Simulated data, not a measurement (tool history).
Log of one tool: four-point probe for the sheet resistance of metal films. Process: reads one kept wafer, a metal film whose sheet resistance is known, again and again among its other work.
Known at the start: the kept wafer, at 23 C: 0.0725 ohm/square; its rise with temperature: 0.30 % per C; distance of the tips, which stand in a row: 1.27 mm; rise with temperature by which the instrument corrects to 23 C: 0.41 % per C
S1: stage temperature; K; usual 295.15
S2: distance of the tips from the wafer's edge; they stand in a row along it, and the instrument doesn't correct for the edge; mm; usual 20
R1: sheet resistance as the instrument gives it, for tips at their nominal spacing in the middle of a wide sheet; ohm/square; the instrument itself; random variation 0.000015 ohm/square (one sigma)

run,day,S1,S2,R1
1,0.000,295.15,20,0.073005
2,0.912,296.15,20,0.072890
3,1.775,296.15,20,0.072878
4,2.617,295.15,20,0.072957
5,3.454,295.15,20,0.072976
6,3.850,295.15,20,0.072963
# day 3.925: stage's thermometer calibrated
7,4.521,307.15,4,0.075571
8,5.425,307.15,4,0.075595
9,6.067,294.15,20,0.073043
10,6.558,299.15,5,0.074938

3 ways to go on from here, each from the tool as it stands after run 10. What would each give?
# day 7.179: stage's thermometer calibrated, once more
A,7.388,296.15,5,?
# day 7.179: stage's thermometer calibrated, once more
B,7.388,298.15,5,?
# day 7.179: stage's thermometer calibrated, once more
C,7.388,296.15,9,?

run,R1
A,0.075261
B,0.075080
C,0.073527
Without the tool's hidden state the same runs would have given:
run,R1
A,0.074980
B,0.074800
C,0.073252

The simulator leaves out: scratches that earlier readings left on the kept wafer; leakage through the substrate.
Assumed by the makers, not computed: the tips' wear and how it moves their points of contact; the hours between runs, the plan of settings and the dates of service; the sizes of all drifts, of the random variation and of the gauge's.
